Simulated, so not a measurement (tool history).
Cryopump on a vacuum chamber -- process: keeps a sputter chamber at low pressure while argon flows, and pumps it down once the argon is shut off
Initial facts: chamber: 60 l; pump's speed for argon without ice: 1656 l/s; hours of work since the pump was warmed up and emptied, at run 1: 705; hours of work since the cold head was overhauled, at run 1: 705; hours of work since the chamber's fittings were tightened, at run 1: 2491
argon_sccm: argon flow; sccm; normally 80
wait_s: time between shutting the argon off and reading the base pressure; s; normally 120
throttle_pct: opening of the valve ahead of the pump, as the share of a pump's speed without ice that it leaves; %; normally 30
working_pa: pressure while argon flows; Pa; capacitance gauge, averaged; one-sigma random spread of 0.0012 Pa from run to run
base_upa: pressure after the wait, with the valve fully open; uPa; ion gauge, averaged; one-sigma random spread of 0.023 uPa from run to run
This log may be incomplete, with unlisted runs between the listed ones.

run     day  argon_sccm  wait_s  throttle_pct  hours of work since the pump was warmed up and emptied  hours of work since the cold head was overhauled  hours of work since the chamber's fittings were tightened  working_pa  base_upa
  1       0          80     120            30                                                     705                                               705                                                       2491      0.2907      2.12
  2   1.746          80     120            30                                                     729                                               729                                                       2515      0.2915      2.15
  3   3.942          80     151            30                                                     759                                               759                                                       2545      0.2936      2.02
  4   5.471          80     151            30                                                     780                                               780                                                       2566      0.2939       2.1
  5   7.262          80     151            30                                                     804                                               804                                                       2590      0.2913      2.08
  6   9.138         128     151            30                                                     830                                               830                                                       2616       0.473      2.15
  7    10.4         128     151            30                                                     847                                               847                                                       2633      0.4689      2.21
  8  12.475          80     120            30                                                     876                                               876                                                       2661      0.2971      2.36
  9  13.621          80     120            30                                                     891                                               891                                                       2677      0.2986      2.35
 10  15.108          80     120            30                                                     912                                               912                                                       2697      0.2972       2.4
     15.821  -- pump warmed up, emptied and cooled again
 11  17.038          80     120            30                                                      17                                               935                                                       2721      0.2747       1.9
 12  18.062          80     120            30                                                      31                                               949                                                       2735      0.2739      1.92
 13  20.354          95      36            16                                                      62                                               981                                                       2766      0.6093      3.15
 14  22.433          95      36            16                                                      90                                              1009                                                       2795      0.6102      3.34
 15  23.888          95      36            16                                                     110                                              1029                                                       2815      0.6114      3.35
 16  25.858          80     127            30                                                     137                                              1056                                                       2842      0.2774         2
 17  27.125          41      89            57                                                     155                                              1073                                                       2859      0.0757      2.28
 18  28.675          59      30            27                                                     176                                              1094                                                       2880      0.2247      3.64
 19  30.512          59     156            27                                                     201                                              1120                                                       2905      0.2275      1.98
 20  32.592         111     156            32                                                     229                                              1148                                                       2934      0.3613      2.05
 21      35         111     156            32                                                     262                                              1181                                                       2967      0.3652      1.99
 22   36.25         107     282            39                                                     279                                              1198                                                       2984      0.2897      1.87
 23   38.35          36      63            31                                                     308                                              1227                                                       3012      0.1222      2.68
 24  40.112          80     163            30                                                     332                                              1251                                                       3036      0.2825      2.06

5 ways to go on from here, each from the tool as it stands after run 24. What would each give?
  A  42.438          65     163            16                                                     364                                              1283                                                       3068           ?         ?
  B  42.438         117      30            27                                                     364                                              1283                                                       3068           ?         ?
  C  42.438         126      72            44                                                     364                                              1283                                                       3068           ?         ?
  D  42.438          55     163            20                                                     364                                              1283                                                       3068           ?         ?
  E  42.438         122     163            36                                                     364                                              1283                                                       3068           ?         ?

run  working_pa  base_upa
  A      0.4263      2.15
  B      0.4555       3.9
  C      0.3089      2.61
  D      0.2868      2.15
  E       0.361      2.18
With the hidden condition removed and each run's random variation left untouched, the same runs would have given:
run  working_pa  base_upa
  A       0.418      0.59
  B      0.4407      2.34
  C      0.2928      1.06
  D      0.2798      0.59
  E      0.3456      0.58
